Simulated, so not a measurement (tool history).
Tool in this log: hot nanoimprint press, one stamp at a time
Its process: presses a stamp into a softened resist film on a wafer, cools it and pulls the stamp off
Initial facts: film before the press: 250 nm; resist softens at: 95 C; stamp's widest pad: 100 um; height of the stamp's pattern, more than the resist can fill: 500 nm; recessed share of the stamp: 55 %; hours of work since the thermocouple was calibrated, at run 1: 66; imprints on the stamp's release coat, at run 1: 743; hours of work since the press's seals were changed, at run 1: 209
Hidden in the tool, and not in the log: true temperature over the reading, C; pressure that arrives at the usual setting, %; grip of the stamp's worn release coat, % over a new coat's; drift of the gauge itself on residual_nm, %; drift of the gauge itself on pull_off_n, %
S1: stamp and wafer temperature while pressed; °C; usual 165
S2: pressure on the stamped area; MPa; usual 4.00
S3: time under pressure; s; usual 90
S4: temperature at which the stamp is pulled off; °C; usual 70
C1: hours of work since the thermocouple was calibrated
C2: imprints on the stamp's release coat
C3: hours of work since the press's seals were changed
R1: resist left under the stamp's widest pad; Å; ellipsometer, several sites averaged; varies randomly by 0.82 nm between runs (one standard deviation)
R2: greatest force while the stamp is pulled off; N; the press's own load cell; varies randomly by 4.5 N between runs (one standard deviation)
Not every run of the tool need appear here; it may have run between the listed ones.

| run | hour | S1 | S2 | S3 | S4 | C1 | C2 | C3 | R1 | R2 |
|---|---|---|---|---|---|---|---|---|---|---|
| 1 | 0.0 | 165 | 4.00 | 90 | 70 | 66 | 743 | 209 | 1081 | 245 |
| 2 | 16.3 | 165 | 4.00 | 90 | 63 | 77 | 787 | 220 | 1087 | 264 |
| 3 | 33.9 | 165 | 4.00 | 90 | 70 | 89 | 834 | 232 | 1082 | 244 |
| 4 | 67.6 | 165 | 4.00 | 90 | 70 | 111 | 924 | 254 | 1071 | 243 |
| 5 | 98.8 | 165 | 4.00 | 90 | 70 | 131 | 1007 | 274 | 1063 | 257 |
| 6 | 123.5 | 165 | 3.31 | 90 | 70 | 148 | 1073 | 290 | 1160 | 244 |
| 7 | 155.8 | 165 | 3.31 | 90 | 70 | 169 | 1160 | 312 | 1158 | 258 |
|  | 174.1 | stamp cleaned and given a new release coat |
| 8 | 183.5 | 165 | 3.31 | 90 | 70 | 183 | 25 | 326 | 1163 | 214 |
| 9 | 209.5 | 165 | 3.31 | 90 | 75 | 200 | 94 | 343 | 1158 | 215 |
| 10 | 228.0 | 165 | 3.31 | 90 | 75 | 212 | 144 | 355 | 1158 | 207 |
| 11 | 256.3 | 165 | 3.31 | 90 | 75 | 231 | 219 | 374 | 1140 | 213 |
| 12 | 275.3 | 165 | 4.00 | 65 | 70 | 243 | 270 | 386 | 1189 | 231 |
| 13 | 295.5 | 165 | 4.00 | 65 | 70 | 257 | 324 | 400 | 1167 | 222 |
| 14 | 310.7 | 165 | 4.00 | 65 | 70 | 267 | 365 | 410 | 1189 | 223 |
| 15 | 337.8 | 165 | 4.00 | 90 | 70 | 285 | 437 | 427 | 1053 | 235 |
| 16 | 359.4 | 165 | 4.00 | 90 | 70 | 299 | 495 | 442 | 1050 | 237 |
| 17 | 386.2 | 165 | 4.00 | 90 | 70 | 316 | 566 | 459 | 1042 | 234 |
|  | 398.4 | plate thermocouple calibrated |
| 18 | 410.4 | 165 | 4.00 | 90 | 70 | 8 | 623 | 473 | 1106 | 237 |
| 19 | 425.1 | 165 | 4.00 | 90 | 70 | 18 | 662 | 483 | 1092 | 245 |
| 20 | 443.4 | 174 | 4.00 | 90 | 70 | 30 | 711 | 495 | 711 | 241 |
| 21 | 462.6 | 174 | 4.00 | 90 | 70 | 42 | 762 | 508 | 700 | 239 |
| 22 | 483.7 | 174 | 4.00 | 90 | 70 | 56 | 819 | 521 | 709 | 240 |
| 23 | 518.8 | 174 | 4.00 | 90 | 70 | 79 | 913 | 545 | 700 | 252 |
| 24 | 550.7 | 174 | 4.00 | 45 | 65 | 100 | 998 | 566 | 921 | 277 |
| 25 | 574.7 | 174 | 4.00 | 45 | 65 | 116 | 1062 | 581 | 936 | 275 |
| 26 | 593.5 | 174 | 4.00 | 132 | 65 | 128 | 1112 | 594 | 584 | 269 |
| 27 | 621.5 | 165 | 4.00 | 90 | 64 | 147 | 1187 | 612 | 1069 | 279 |
|  | 629.8 | stamp cleaned and given a new release coat |
| 28 | 663.6 | 165 | 2.79 | 121 | 77 | 170 | 90 | 636 | 1115 | 194 |
| 29 | 682.4 | 165 | 5.12 | 121 | 57 | 183 | 141 | 648 | 836 | 260 |
| 30 | 697.1 | 172 | 4.27 | 136 | 73 | 193 | 180 | 658 | 617 | 216 |
| 31 | 724.6 | 172 | 4.27 | 136 | 73 | 211 | 254 | 676 | 618 | 214 |

3 ways to go on from here, each from the tool as it stands after run 31. What would each give?
| A | 757.7 | 172 | 4.27 | 141 | 73 | 232 | 342 | 698 | ? | ? |
| B | 757.7 | 159 | 4.00 | 90 | 70 | 232 | 342 | 698 | ? | ? |
| C | 757.7 | 173 | 3.59 | 136 | 76 | 232 | 342 | 698 | ? | ? |

| run | R1 | R2 |
|---|---|---|
| A | 615 | 221 |
| B | 1418 | 228 |
| C | 627 | 204 |
With no hidden state in the tool, these same runs would have given:
| run | R1 | R2 |
|---|---|---|
| A | 627 | 215 |
| B | 1452 | 221 |
| C | 642 | 198 |
